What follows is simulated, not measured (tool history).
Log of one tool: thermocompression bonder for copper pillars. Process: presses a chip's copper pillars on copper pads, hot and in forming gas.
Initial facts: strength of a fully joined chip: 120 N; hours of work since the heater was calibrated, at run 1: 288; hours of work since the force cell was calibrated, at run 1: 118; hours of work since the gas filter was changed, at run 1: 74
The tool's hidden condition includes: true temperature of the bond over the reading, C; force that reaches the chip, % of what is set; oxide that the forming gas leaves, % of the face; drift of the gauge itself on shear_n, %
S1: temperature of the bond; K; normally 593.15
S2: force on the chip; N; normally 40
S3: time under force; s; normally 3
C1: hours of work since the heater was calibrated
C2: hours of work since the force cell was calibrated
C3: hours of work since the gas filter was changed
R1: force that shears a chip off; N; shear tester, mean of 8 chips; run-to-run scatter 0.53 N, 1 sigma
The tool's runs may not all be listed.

run,hour,S1,S2,S3,C1,C2,C3,R1
1,0,593.15,40,3,288,118,74,54
2,12.9,623.15,40,3,296,126,82,68
3,29.5,623.15,40,3,307,136,93,67.3
4,41.1,597.15,40,3,314,144,100,55.3
5,57.1,597.15,40,3,324,154,110,55.9
6,72.9,593.15,40,3,334,164,120,54.3
7,88,593.15,40,3,344,173,130,53.5
8,99.1,593.15,40,3,351,180,137,53.3
9,109,593.15,40,3,357,187,143,53.2
10,121.1,593.15,40,3,365,194,151,53.1
11,132.3,593.15,56,3,372,201,158,71.3
12,146.2,593.15,56,3,381,210,167,71.1
# hour 155: forming gas filter changed
13,155.8,593.15,56,3,386,216,1,71.6
14,172.6,593.15,56,3,397,227,11,72.9
15,181.9,593.15,40,3,403,232,17,53.6
16,191.5,593.15,40,3,409,238,23,52.9
17,207.2,593.15,40,3,419,248,33,54.3
18,223.5,593.15,40,3,429,259,43,53.2
19,231.2,593.15,40,3,434,264,48,53.9
20,242.7,593.15,40,3,441,271,56,53.7
21,253.9,593.15,40,5,449,278,63,63.6
22,264.4,593.15,46,3,455,285,69,60.6
23,280.4,583.15,37,7,465,295,79,61.6
24,291.1,583.15,27,2,472,302,86,26.5
25,301.7,583.15,58,4,479,308,93,75.7
26,310.2,583.15,30,4,484,314,98,39.7
27,317,583.15,30,4,488,318,103,40.3
28,324.9,583.15,30,3,493,323,108,35.8
29,338,583.15,30,3,502,331,116,35.1
30,353.4,615.15,29,2,512,341,126,39.1
31,362.9,577.15,43,3,518,347,132,48.1
32,378.8,577.15,43,3,528,357,142,49.1
33,389.8,592.15,48,2,535,364,149,54.5
34,401.6,592.15,48,2,542,371,156,54.3
35,412.3,575.15,40,3,549,378,163,44.2
36,420.9,610.15,26,5,554,384,168,47.8
# hour 427: forming gas filter changed
37,429.6,576.15,53,2,559,389,2,50.7
38,446.3,588.15,46,2,570,399,12,50.6
39,461,589.15,48,2,579,409,22,53.6

Alternative continuations, all from the tool just after run 39; predict every row:
A,473.1,566.15,59,3,587,416,29,?
B,473.1,567.15,48,9,587,416,29,?
C,473.1,593.15,29,2,587,416,29,?

run,R1
A,60.3
B,73.1
C,32
Take away the tool's hidden state, keep each run's random variation, and the runs would have read:
run,R1
A,59.9
B,72.7
C,31.7
